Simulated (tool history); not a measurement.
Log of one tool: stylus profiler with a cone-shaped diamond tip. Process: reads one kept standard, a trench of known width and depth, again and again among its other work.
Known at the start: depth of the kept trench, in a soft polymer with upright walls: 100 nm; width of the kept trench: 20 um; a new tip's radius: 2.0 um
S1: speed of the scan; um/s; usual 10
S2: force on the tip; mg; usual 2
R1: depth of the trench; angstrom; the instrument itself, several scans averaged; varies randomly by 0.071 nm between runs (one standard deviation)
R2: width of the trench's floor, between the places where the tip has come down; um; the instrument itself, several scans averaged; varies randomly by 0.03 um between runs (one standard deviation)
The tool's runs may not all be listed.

{"run": 1, "hour": 0.0, "S1": 10, "S2": 2, "R1": 1011.6, "R2": 17.91}
{"run": 2, "hour": 84.7, "S1": 10, "S2": 2, "R1": 1011.5, "R2": 17.82}
{"run": 3, "hour": 174.7, "S1": 10, "S2": 1.22, "R1": 1009.5, "R2": 17.8}
{"run": 4, "hour": 259.9, "S1": 10, "S2": 1.34, "R1": 1011, "R2": 17.78}
{"run": 5, "hour": 331.9, "S1": 10, "S2": 3.7, "R1": 1015.6, "R2": 17.75}
{"run": 6, "hour": 374.8, "S1": 10, "S2": 2, "R1": 1012.8, "R2": 17.68}
{"run": 7, "hour": 419.4, "S1": 10, "S2": 2, "R1": 1011.3, "R2": 17.74}
{"run": 8, "hour": 456.5, "S1": 5, "S2": 2.07, "R1": 1012.2, "R2": 17.73}
{"hour": 464.5, "done": "height scale calibrated on a step standard"}
{"run": 9, "hour": 496.2, "S1": 8, "S2": 4.93, "R1": 1012.5, "R2": 17.75}
{"run": 10, "hour": 546.5, "S1": 8, "S2": 4.93, "R1": 1012.8, "R2": 17.72}
{"run": 11, "hour": 613.1, "S1": 8, "S2": 4.93, "R1": 1012.4, "R2": 17.65}

Below are 5 alternative next runs, each starting from the tool's condition after run 11. Predict each:
{"run": "A", "hour": 696.0, "S1": 8, "S2": 0.68, "R1": "?", "R2": "?"}
{"run": "B", "hour": 696.0, "S1": 8, "S2": 1.14, "R1": "?", "R2": "?"}
{"run": "C", "hour": 696.0, "S1": 8, "S2": 3.29, "R1": "?", "R2": "?"}
{"run": "D", "hour": 696.0, "S1": 5, "S2": 5.42, "R1": "?", "R2": "?"}
{"run": "E", "hour": 696.0, "S1": 34, "S2": 1.04, "R1": "?", "R2": "?"}

run=A R1=1004.1 R2=17.58
run=B R1=1005.8 R2=17.56
run=C R1=1010.8 R2=17.62
run=D R1=1014.3 R2=17.63
run=E R1=1005.5 R2=17.35
What these runs would have given with no unlogged condition in the tool:
run=A R1=1003.5 R2=18.67
run=B R1=1005.2 R2=18.64
run=C R1=1010.2 R2=18.7
run=D R1=1013.7 R2=18.71
run=E R1=1004.9 R2=18.43
